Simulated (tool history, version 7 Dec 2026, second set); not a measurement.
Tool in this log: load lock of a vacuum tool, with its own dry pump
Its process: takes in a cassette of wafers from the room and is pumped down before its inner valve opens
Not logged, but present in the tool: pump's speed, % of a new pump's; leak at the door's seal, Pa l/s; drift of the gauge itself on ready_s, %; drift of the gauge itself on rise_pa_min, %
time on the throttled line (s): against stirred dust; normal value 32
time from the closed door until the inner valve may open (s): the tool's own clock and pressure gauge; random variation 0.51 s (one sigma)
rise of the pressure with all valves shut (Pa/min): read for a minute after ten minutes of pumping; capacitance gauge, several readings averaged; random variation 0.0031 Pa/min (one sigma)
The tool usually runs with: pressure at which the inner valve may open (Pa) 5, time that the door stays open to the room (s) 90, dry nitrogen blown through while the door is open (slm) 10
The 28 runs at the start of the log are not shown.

run,hour,time on the throttled line (s),pressure at which the inner valve may open (Pa),time that the door stays open to the room (s),dry nitrogen blown through while the door is open (slm),hours that the pump has run since its overhaul,times that the door has closed on its seal,"incoming humidity of the room's air, %",time from the closed door until the inner valve may open (s),rise of the pressure with all valves shut (Pa/min)
29,1891.7,18,5,90,33,14953,19843,46.8,57.3,0.04
30,1958.6,18,5,70,33,15020,20087,46.9,57.3,0.039
31,2027.1,32,5,99,10,15088,20338,44.7,68,0.068
32,2121.5,26,5,112,10,15183,20683,44.5,63.8,0.073
33,2189.4,32,5,89,5,15251,20932,39.5,68.3,0.067
34,2254.2,32,5,89,17,15315,21169,43,67.5,0.051
35,2336.2,32,5,89,17,15398,21469,43.9,68.3,0.054
36,2379.2,32,5,89,10,15440,21626,44,66.8,0.062
37,2448.1,32,5,90,29,15509,21878,47,68.3,0.044

Branching from run 37: 4 alternative next runs. What would each branch give?
A,2517.8,32,5,90,25,15579,22133,38.9,?,?
B,2517.8,32,5,90,5,15579,22133,43.8,?,?
C,2517.8,18,7,58,10,15579,22133,51.3,?,?
D,2517.8,32,9,95,10,15579,22133,43.4,?,?

run,time from the closed door until the inner valve may open (s),rise of the pressure with all valves shut (Pa/min)
A,67.3,0.042
B,68.8,0.07
C,56,0.057
D,65.7,0.06
The same runs, with their run-to-run variation unchanged, on a tool lacking any hidden condition would have given:
run,time from the closed door until the inner valve may open (s),rise of the pressure with all valves shut (Pa/min)
A,67.3,0.042
B,68.7,0.07
C,56,0.056
D,65.6,0.06
